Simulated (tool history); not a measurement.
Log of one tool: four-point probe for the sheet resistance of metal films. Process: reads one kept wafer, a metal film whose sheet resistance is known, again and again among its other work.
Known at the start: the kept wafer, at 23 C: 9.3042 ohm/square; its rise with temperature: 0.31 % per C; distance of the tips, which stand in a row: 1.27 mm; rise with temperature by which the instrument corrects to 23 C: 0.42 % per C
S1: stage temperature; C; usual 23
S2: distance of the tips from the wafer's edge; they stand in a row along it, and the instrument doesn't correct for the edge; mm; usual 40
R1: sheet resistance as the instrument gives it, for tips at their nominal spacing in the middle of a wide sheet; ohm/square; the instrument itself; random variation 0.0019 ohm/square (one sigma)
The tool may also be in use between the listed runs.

run 1 day=0 | S1=23 S2=40 | R1=9.334379
run 2 day=0.538 | S1=23 S2=40 | R1=9.336322
run 3 day=1.379 | S1=23 S2=40 | R1=9.336857
run 4 day=2.004 | S1=23 S2=40 | R1=9.335958
run 5 day=2.375 | S1=20 S2=40 | R1=9.369756
run 6 day=3.171 | S1=20 S2=40 | R1=9.371096
run 7 day=3.579 | S1=20 S2=40 | R1=9.368527
run 8 day=3.971 | S1=19 S2=40 | R1=9.379558
run 9 day=4.729 | S1=23 S2=40 | R1=9.338468
run 10 day=5.267 | S1=23 S2=40 | R1=9.336553
run 11 day=6.1 | S1=23 S2=40 | R1=9.335774
run 12 day=6.704 | S1=23 S2=40 | R1=9.337161
run 13 day=7.242 | S1=23 S2=40 | R1=9.33978
run 14 day=7.892 | S1=23 S2=3 | R1=10.14911
run 15 day=8.721 | S1=23 S2=3 | R1=10.152112
run 16 day=9.367 | S1=23 S2=3 | R1=10.149796
run 17 day=9.958 | S1=31 S2=3 | R1=10.063339
run 18 day=10.4 | S1=31 S2=3 | R1=10.062775
run 19 day=11.167 | S1=31 S2=3 | R1=10.060712
run 20 day=11.754 | S1=31 S2=3 | R1=10.064715
run 21 day=12.542 | S1=31 S2=3 | R1=10.061009
run 22 day=13.162 | S1=31 S2=3 | R1=10.061172
run 23 day=13.817 | S1=20 S2=3 | R1=10.18571
run 24 day=14.412 | S1=23 S2=5 | R1=9.648302
run 25 day=15.142 | S1=29 S2=5 | R1=9.587464
run 26 day=15.846 | S1=24 S2=3 | R1=10.138152
run 27 day=16.312 | S1=24 S2=3 | R1=10.139922
run 28 day=17.108 | S1=23 S2=32 | R1=9.343098
run 29 day=17.929 | S1=23 S2=32 | R1=9.345868
-- day=17.996 stage's thermometer calibrated
run 30 day=18.775 | S1=23 S2=32 | R1=9.350913
run 31 day=19.525 | S1=23 S2=32 | R1=9.350031
run 32 day=20.279 | S1=18 S2=32 | R1=9.405461
run 33 day=21.104 | S1=18 S2=32 | R1=9.404673
run 34 day=21.95 | S1=18 S2=32 | R1=9.406767
run 35 day=22.458 | S1=18 S2=32 | R1=9.402469
-- day=22.55 stage's thermometer calibrated, once more
run 36 day=22.988 | S1=32 S2=5 | R1=9.54837

Run 37 comes next. What will it give?
run 37 day=23.804 | S1=32 S2=33 | R1=?

R1: 9.246751 ohm/square
Without the tool's hidden state the same run would have given R1 9.219682 ohm/square.

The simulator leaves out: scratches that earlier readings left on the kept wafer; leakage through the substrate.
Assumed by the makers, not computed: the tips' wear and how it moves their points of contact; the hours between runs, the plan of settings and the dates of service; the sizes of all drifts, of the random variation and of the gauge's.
